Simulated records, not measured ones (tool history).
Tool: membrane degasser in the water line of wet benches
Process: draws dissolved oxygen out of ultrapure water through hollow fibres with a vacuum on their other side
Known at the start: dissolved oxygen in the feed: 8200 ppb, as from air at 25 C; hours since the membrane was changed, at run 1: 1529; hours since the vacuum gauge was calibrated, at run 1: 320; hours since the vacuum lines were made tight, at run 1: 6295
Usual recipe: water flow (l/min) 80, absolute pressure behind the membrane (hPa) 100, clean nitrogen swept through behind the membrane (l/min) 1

| run | hour | water flow (l/min) | absolute pressure behind the membrane (hPa) | clean nitrogen swept through behind the membrane (l/min) | hours since the membrane was changed | hours since the vacuum gauge was calibrated | hours since the vacuum lines were made tight | dissolved oxygen in the water behind the degasser (ppb) | pressure that the water loses in the fibres (hPa) |
|---|---|---|---|---|---|---|---|---|---|
| 1 | 0 | 80 | 100 | 1 | 1529 | 320 | 6295 | 852.2 | 681.4 |
| 2 | 105.3 | 80 | 100 | 1 | 1634 | 425 | 6400 | 846.5 | 684.9 |
| 3 | 151.4 | 80 | 100 | 1 | 1680 | 471 | 6446 | 847.6 | 683.4 |
| 4 | 247.4 | 80 | 100 | 1 | 1776 | 567 | 6542 | 845.1 | 677 |
| 5 | 352.4 | 80 | 100 | 1 | 1881 | 672 | 6647 | 845 | 680.3 |
| 6 | 461.9 | 80 | 100 | 1 | 1990 | 782 | 6757 | 849.6 | 679.5 |
| 7 | 513.7 | 107 | 100 | 1 | 2042 | 833 | 6808 | 1017.1 | 901.4 |
| 8 | 565.9 | 107 | 100 | 1 | 2095 | 886 | 6861 | 1021.1 | 905.6 |
| 9 | 647.5 | 80 | 100 | 1 | 2176 | 967 | 6942 | 846.9 | 674.3 |
| 10 | 743.1 | 80 | 100 | 1 | 2272 | 1063 | 7038 | 847.3 | 676.2 |
| 11 | 825.3 | 80 | 100 | 1 | 2354 | 1145 | 7120 | 847.8 | 674.7 |
|  | 888.6 | seals of the vacuum lines changed |
| 12 | 893.4 | 80 | 100 | 1.73 | 2420 | 1211 | 5 | 582.4 | 670.6 |
| 13 | 996.5 | 80 | 100 | 1.73 | 2523 | 1314 | 108 | 583 | 673.8 |
| 14 | 1066.7 | 93 | 100 | 1.73 | 2593 | 1384 | 178 | 654.2 | 783.9 |
| 15 | 1155.1 | 116 | 100 | 1 | 2682 | 1473 | 267 | 1061.5 | 975 |
| 16 | 1260.8 | 116 | 100 | 1 | 2787 | 1578 | 372 | 1069.7 | 969.8 |
| 17 | 1305.5 | 103 | 125 | 0.54 | 2832 | 1623 | 417 | 1809.3 | 867.5 |
| 18 | 1405.6 | 103 | 125 | 0.54 | 2932 | 1723 | 517 | 1795.2 | 862 |
| 19 | 1456.8 | 68 | 125 | 0.54 | 2983 | 1774 | 568 | 1463.8 | 568.8 |
| 20 | 1564.4 | 68 | 125 | 0.54 | 3091 | 1882 | 676 | 1460.1 | 566.6 |
| 21 | 1658 | 80 | 141 | 2.42 | 3185 | 1976 | 769 | 700.9 | 669.8 |
| 22 | 1755.5 | 80 | 100 | 2.12 | 3282 | 2073 | 867 | 500.7 | 669.9 |
| 23 | 1818.5 | 80 | 100 | 0.75 | 3345 | 2136 | 930 | 1010.9 | 668.8 |
| 24 | 1885.6 | 63 | 187 | 0.52 | 3412 | 2203 | 997 | 2226.6 | 525.3 |
| 25 | 1985.7 | 104 | 248 | 0.82 | 3512 | 2303 | 1097 | 2929.7 | 865.7 |
| 26 | 2043.5 | 104 | 248 | 0.82 | 3570 | 2361 | 1155 | 2924.9 | 864.9 |
| 27 | 2091.8 | 80 | 100 | 0.44 | 3618 | 2409 | 1203 | 1324.4 | 668.7 |
| 28 | 2143.5 | 57 | 185 | 1 | 3670 | 2461 | 1255 | 1393.5 | 474.3 |
| 29 | 2227 | 49 | 185 | 1.32 | 3754 | 2545 | 1338 | 1039.1 | 408 |
| 30 | 2271.9 | 94 | 100 | 0.59 | 3799 | 2590 | 1383 | 1251.2 | 782.9 |

Run 31 is up next; what results do you expect?
|  | 2339.4 | gauge calibrated |
| 31 | 2349.3 | 94 | 100 | 0.59 | 3876 | 2667 | 1461 | ? | ? |

{"run 31": {"dissolved oxygen in the water behind the degasser (ppb)": 1253.7, "pressure that the water loses in the fibres (hPa)": 803.1}}
Without the tool's hidden state the same run would have given dissolved oxygen in the water behind the degasser (ppb) 1253.3, pressure that the water loses in the fibres (hPa) 802.9.
